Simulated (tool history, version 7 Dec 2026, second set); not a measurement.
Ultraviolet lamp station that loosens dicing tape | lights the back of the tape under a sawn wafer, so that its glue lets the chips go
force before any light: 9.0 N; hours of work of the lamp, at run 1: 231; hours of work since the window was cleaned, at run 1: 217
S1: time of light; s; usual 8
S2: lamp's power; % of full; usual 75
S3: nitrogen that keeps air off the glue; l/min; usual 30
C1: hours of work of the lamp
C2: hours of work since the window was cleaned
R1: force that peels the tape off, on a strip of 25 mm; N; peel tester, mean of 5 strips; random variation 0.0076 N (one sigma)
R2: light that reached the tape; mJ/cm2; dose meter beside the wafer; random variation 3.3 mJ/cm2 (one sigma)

run 1 hour=0 | S1=8 S2=75 S3=30 | C1=231 C2=217 | R1=0.355 R2=466
run 2 hour=16.7 | S1=8 S2=75 S3=48 | C1=240 C2=225 | R1=0.277 R2=461
run 3 hour=36 | S1=8 S2=75 S3=48 | C1=250 C2=236 | R1=0.28 R2=469
run 4 hour=50.6 | S1=8 S2=75 S3=48 | C1=258 C2=243 | R1=0.29 R2=460
run 5 hour=71.3 | S1=13 S2=75 S3=30 | C1=269 C2=254 | R1=0.18 R2=750
run 6 hour=94.3 | S1=13 S2=75 S3=30 | C1=281 C2=266 | R1=0.174 R2=749
run 7 hour=111.7 | S1=13 S2=75 S3=30 | C1=290 C2=275 | R1=0.175 R2=751
run 8 hour=121.8 | S1=13 S2=75 S3=30 | C1=295 C2=281 | R1=0.178 R2=743
run 9 hour=137 | S1=8 S2=65 S3=30 | C1=303 C2=289 | R1=0.517 R2=398
run 10 hour=152.9 | S1=8 S2=64 S3=30 | C1=311 C2=297 | R1=0.545 R2=391
run 11 hour=171.6 | S1=8 S2=75 S3=30 | C1=321 C2=307 | R1=0.382 R2=449
run 12 hour=186.1 | S1=12 S2=75 S3=22 | C1=329 C2=314 | R1=0.198 R2=682
run 13 hour=202.7 | S1=12 S2=75 S3=22 | C1=337 C2=323 | R1=0.219 R2=683
-- hour=204.2 window cleaned of glue's vapour
run 14 hour=225 | S1=8 S2=65 S3=11 | C1=349 C2=11 | R1=1.148 R2=379
run 15 hour=243.9 | S1=8 S2=95 S3=14 | C1=359 C2=21 | R1=0.429 R2=557
-- hour=246.7 window cleaned of glue's vapour, once more
run 16 hour=260.2 | S1=13 S2=80 S3=32 | C1=367 C2=7 | R1=0.168 R2=798
run 17 hour=274.5 | S1=13 S2=68 S3=27 | C1=375 C2=15 | R1=0.188 R2=681

Run 18 comes next. What will it give?
run 18 hour=297.8 | S1=13 S2=84 S3=27 | C1=387 C2=27 | R1=? R2=?

{"run 18": {"R1": 0.172, "R2": 841}}
Without the tool's hidden state the same run would have given R1 0.165 N, R2 944 mJ/cm2.

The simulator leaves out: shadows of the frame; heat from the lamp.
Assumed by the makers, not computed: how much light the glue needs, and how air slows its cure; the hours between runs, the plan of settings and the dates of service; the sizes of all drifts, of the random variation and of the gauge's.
